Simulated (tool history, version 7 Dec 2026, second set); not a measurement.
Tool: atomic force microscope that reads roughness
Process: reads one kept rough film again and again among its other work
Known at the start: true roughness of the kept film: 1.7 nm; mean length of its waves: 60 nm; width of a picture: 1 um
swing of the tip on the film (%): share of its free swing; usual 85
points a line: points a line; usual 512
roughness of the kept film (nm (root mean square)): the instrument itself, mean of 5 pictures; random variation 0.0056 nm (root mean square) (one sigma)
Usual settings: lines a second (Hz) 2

run     day  lines a second (Hz)  swing of the tip on the film (%)  points a line  roughness of the kept film (nm (root mean square))
  1       0                    2                                85            512                                               1.542
      0.204  -- new tip fitted
  2   2.646                    2                                85            512                                               1.536
  3   5.008                    2                                85            512                                               1.528
  4   6.271                    2                                85            512                                               1.542
      6.421  -- new tip fitted
  5   7.912                    2                                85            512                                               1.536
  6  10.288                    2                                85            512                                               1.539
     12.575  -- new tip fitted
  7  12.858                 1.33                                85            512                                               1.575
  8  15.208                 1.33                                85            512                                               1.579
  9    17.4                    2                                56            512                                               1.645
     18.892  -- new tip fitted
 10  20.275                    2                                75            743                                               1.586
 11  21.783                    2                                85            303                                               1.528
 12   24.45                 0.56                                62            512                                               1.651
     25.196  -- new tip fitted
 13  26.354                 1.12                                85            267                                               1.587
 14  28.292                 1.12                                85            267                                               1.581
 15  30.254                    2                                85            789                                               1.537
     31.358  -- new tip fitted
 16  32.721                 3.37                                62            291                                                 1.6
 17   34.45                    2                                85            364                                               1.543

Forecast run 18:
 18  36.946                 3.25                                69            349                                                   ?

roughness of the kept film (nm (root mean square)): 1.573
Without the tool's hidden state the same run would have given roughness of the kept film (nm (root mean square)) 1.575.
